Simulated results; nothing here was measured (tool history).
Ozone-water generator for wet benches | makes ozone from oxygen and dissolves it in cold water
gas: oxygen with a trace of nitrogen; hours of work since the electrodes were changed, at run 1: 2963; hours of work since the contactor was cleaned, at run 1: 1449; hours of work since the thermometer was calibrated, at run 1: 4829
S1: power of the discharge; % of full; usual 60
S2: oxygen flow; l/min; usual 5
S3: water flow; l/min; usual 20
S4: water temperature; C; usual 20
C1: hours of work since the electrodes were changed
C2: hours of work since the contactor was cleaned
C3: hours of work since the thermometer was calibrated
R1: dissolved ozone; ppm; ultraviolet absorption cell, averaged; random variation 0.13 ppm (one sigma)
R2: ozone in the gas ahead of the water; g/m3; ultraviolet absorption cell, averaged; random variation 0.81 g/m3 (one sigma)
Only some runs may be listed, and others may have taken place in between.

Run 1, hour 0: usual settings; C1 2963; C2 1449; C3 4829. Result: R1 12 ppm, R2 109.2 g/m3.
Run 2, hour 64.2: usual settings; C1 3002; C2 1488; C3 4868. Result: R1 12 ppm, R2 108 g/m3.
Run 3, hour 192: usual settings but S3 15 l/min; C1 3080; C2 1566; C3 4946. Result: R1 14.2 ppm, R2 109.5 g/m3.
Run 4, hour 318.7: usual settings; C1 3158; C2 1643; C3 5023. Result: R1 11.7 ppm, R2 108 g/m3.
Run 5, hour 428.8: usual settings; C1 3225; C2 1711; C3 5091. Result: R1 11.6 ppm, R2 107.9 g/m3.
Run 6, hour 546.1: usual settings; C1 3296; C2 1782; C3 5162. Result: R1 11.5 ppm, R2 106.9 g/m3.
Run 7, hour 605.7: usual settings; C1 3333; C2 1819; C3 5199. Result: R1 11.7 ppm, R2 108.3 g/m3.
Run 8, hour 707.8: usual settings; C1 3395; C2 1881; C3 5261. Result: R1 11.5 ppm, R2 106.8 g/m3.
Run 9, hour 790.9: usual settings; C1 3446; C2 1932; C3 5312. Result: R1 11.5 ppm, R2 108 g/m3.
Run 10, hour 889.7: usual settings; C1 3506; C2 1992; C3 5372. Result: R1 11.4 ppm, R2 106.9 g/m3.
Run 11, hour 991.9: usual settings; C1 3569; C2 2055; C3 5435. Result: R1 11.3 ppm, R2 106.2 g/m3.
At hour 1029.5: water thermometer calibrated.
Run 12, hour 1053.2: usual settings; C1 3606; C2 2092; C3 15. Result: R1 11.3 ppm, R2 105.4 g/m3.
Run 13, hour 1114.8: usual settings; C1 3644; C2 2130; C3 52. Result: R1 11.5 ppm, R2 105.2 g/m3.
Run 14, hour 1247.1: usual settings but S3 19 l/min; C1 3725; C2 2211; C3 133. Result: R1 11.7 ppm, R2 105.3 g/m3.
Run 15, hour 1310.1: usual settings but S1 80 % of full, S3 32 l/min; C1 3763; C2 2249; C3 172. Result: R1 9.1 ppm, R2 123.4 g/m3.
Run 16, hour 1386: usual settings but S1 80 % of full, S3 32 l/min; C1 3809; C2 2295; C3 218. Result: R1 9.1 ppm, R2 123.8 g/m3.
Run 17, hour 1489.5: usual settings but S4 12 C; C1 3873; C2 2359; C3 281. Result: R1 12.7 ppm, R2 103.5 g/m3.
Run 18, hour 1610.4: usual settings but S1 71 % of full, S2 2.8 l/min, S3 27 l/min, S4 15 C; C1 3947; C2 2433; C3 355. Result: R1 8.2 ppm, R2 138.5 g/m3.
Run 19, hour 1672.2: usual settings but S1 71 % of full, S2 2.8 l/min, S3 27 l/min, S4 15 C; C1 3984; C2 2470; C3 393. Result: R1 8 ppm, R2 137.7 g/m3.
Run 20, hour 1727: usual settings but S1 71 % of full, S2 2.8 l/min, S3 27 l/min, S4 15 C; C1 4018; C2 2504; C3 426. Result: R1 8 ppm, R2 137.4 g/m3.
Run 21, hour 1832.3: usual settings but S3 21 l/min; C1 4082; C2 2568; C3 491. Result: R1 10.6 ppm, R2 103.4 g/m3.
Run 22, hour 1909.3: usual settings but S3 24 l/min; C1 4129; C2 2615; C3 538. Result: R1 9.6 ppm, R2 102.4 g/m3.
Run 23, hour 2020.4: usual settings but S3 24 l/min; C1 4197; C2 2683; C3 606. Result: R1 9.4 ppm, R2 101.8 g/m3.
Run 24, hour 2076.5: usual settings but S1 78 % of full, S2 3.47 l/min, S3 13 l/min, S4 15 C; C1 4231; C2 2717; C3 640. Result: R1 17 ppm, R2 133.9 g/m3.
Run 25, hour 2159.9: usual settings but S1 78 % of full, S2 3.47 l/min, S3 13 l/min, S4 19 C; C1 4282; C2 2768; C3 691. Result: R1 15.8 ppm, R2 134.5 g/m3.
Run 26, hour 2224.1: usual settings but S1 78 % of full, S2 3.47 l/min, S3 13 l/min, S4 19 C; C1 4322; C2 2808; C3 730. Result: R1 16.4 ppm, R2 132.2 g/m3.
At hour 2344.2: contactor cleaned.
Run 27, hour 2357.1: usual settings but S1 78 % of full, S2 4.2 l/min, S3 13 l/min, S4 19 C; C1 4400; C2 8; C3 809. Result: R1 17.2 ppm, R2 125.5 g/m3.

Measured minus without-hidden-state, run by run (identical run-to-run variation in each term; gauge scatter may differ):
Unlogged tool condition in this case: yield of the discharge, % of new electrodes'; contactor's efficiency, % of a clean one's; true water temperature over the reading, C; drift of the gauge itself on ozone_ppm, %; drift of the gauge itself on gas_g_m3, %.
run    R1     R2
  1  -2.3  -16.8
  2  -2.4    -17
  3  -2.8  -17.7
  4  -2.5    -18
  5  -2.5  -18.3
  6  -2.6  -18.7
  7  -2.7  -18.8
  8  -2.7  -19.3
  9  -2.7  -19.8
 10  -2.7  -19.7
 11  -2.8  -20.3
 12  -2.8  -20.4
 13  -2.8  -20.8
 14    -3  -21.2
 15  -2.9  -31.4
 16    -3  -31.8
 17  -3.3  -21.9
 18  -2.6  -33.9
 19  -2.6  -34.4
 20  -2.6  -34.7
 21    -3  -23.2
 22  -2.8  -23.4
 23  -2.9  -23.6
 24  -5.9  -38.3
 25  -5.6  -39.2
 26  -5.7  -38.9
 27  -5.3  -37.7
